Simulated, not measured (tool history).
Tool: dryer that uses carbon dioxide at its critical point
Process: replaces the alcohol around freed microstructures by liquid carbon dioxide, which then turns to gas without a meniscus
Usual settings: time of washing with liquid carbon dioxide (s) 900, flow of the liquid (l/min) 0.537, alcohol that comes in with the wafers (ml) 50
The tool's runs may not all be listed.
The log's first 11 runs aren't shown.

run	day	time of washing with liquid carbon dioxide (s)	flow of the liquid (l/min)	alcohol that comes in with the wafers (ml)	hours of work since the filter was changed	hours of work since the purifier's bed was changed	alcohol left in the vessel before it's heated (ppm by volume)
12	14.221	900	0.537	28	517	335	89
# day 14.712: inlet filter changed
13	15.067	900	0.537	28	6	350	85
14	15.796	900	0.537	28	20	363	84
15	17.3	900	0.537	28	47	390	89
16	18.304	900	0.537	28	65	409	99
17	19.362	1260	0.773	67	84	428	84
18	20.271	1260	0.773	67	101	444	79
19	21.454	900	0.562	84	122	466	129
20	22.875	780	0.591	50	148	491	159
21	23.917	780	0.591	50	167	510	157
22	24.817	900	0.537	27	183	527	130
23	25.917	900	0.537	27	203	546	126

The next listed run, before its measurement:
24	27.033	900	0.537	27	223	567	?

alcohol left in the vessel before it's heated (ppm by volume): 138
Without the tool's hidden state the same run would have given alcohol left in the vessel before it's heated (ppm by volume) 26.
